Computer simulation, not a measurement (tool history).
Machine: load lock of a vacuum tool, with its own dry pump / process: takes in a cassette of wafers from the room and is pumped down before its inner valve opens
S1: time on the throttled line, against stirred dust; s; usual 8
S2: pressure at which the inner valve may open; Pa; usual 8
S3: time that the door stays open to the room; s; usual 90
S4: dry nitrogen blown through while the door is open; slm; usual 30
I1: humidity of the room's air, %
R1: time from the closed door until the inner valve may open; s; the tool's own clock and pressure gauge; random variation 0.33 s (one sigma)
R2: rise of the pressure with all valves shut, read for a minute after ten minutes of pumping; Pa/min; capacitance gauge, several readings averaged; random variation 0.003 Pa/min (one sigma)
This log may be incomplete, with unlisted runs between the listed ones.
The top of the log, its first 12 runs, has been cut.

run	hour	S1	S2	S3	S4	I1	R1	R2
13	4132.9	8	8	125	30	40.5	23.7	0.121
14	4465.1	8	8	125	30	46.2	24.6	0.139
15	4854.6	8	8	90	30	43.6	24.7	0.138
16	5232.2	8	8	90	30	45.6	24.9	0.144
17	5664.9	8	8	90	30	45	24.5	0.144
18	5962.4	8	8	90	30	47.3	24.3	0.155
19	6202.7	8	8	90	30	45	24.4	0.157
20	6591	8	8	154	12	46.1	24.7	0.208
21	7045.2	11	8	154	29	44.6	26.8	0.179
22	7373.7	15	16	124	29	41.9	28.5	0.177
23	7579.2	10	10	115	19	48.2	26.1	0.191
24	7780.4	10	10	115	19	44.5	25.5	0.194
25	7993.3	10	10	115	19	42.6	25.2	0.201
26	8436.4	10	10	115	19	44.6	26.5	0.209
27	8704.2	10	10	115	19	47.6	26.1	0.208
28	9047.5	10	10	115	19	46.2	25.8	0.208
29	9515.8	8	11	35	30	43.5	24.3	0.197
30	9967.6	6	7	90	5	45.5	23.5	0.259
31	10248.3	6	12	232	28	41.3	22.7	0.248
32	10589.4	8	8	90	17	47.1	25.1	0.237
33	10814.3	11	9	90	17	44	28.2	0.246
34	11023.5	11	9	90	17	43.5	27.1	0.243
35	11441.1	15	6	233	35	43.5	31.5	0.254
36	11836.9	8	8	115	17	46.1	25.1	0.273
37	12177.8	8	8	187	33	44.8	25.2	0.26

Predict each of these 4 candidate next runs independently; none follows another, all start after run 37:
A	12585.9	9	8	90	30	43.1	?	?
B	12585.9	8	8	187	5	45.3	?	?
C	12585.9	8	8	37	7	43.7	?	?
D	12585.9	8	15	146	5	47	?	?

run	R1	R2
A	25.4	0.255
B	25.3	0.356
C	25.4	0.269
D	24.6	0.349
Take away the tool's hidden state, keep each run's random variation, and the runs would have read:
run	R1	R2
A	22.1	0.027
B	22	0.126
C	22.1	0.04
D	21.5	0.12
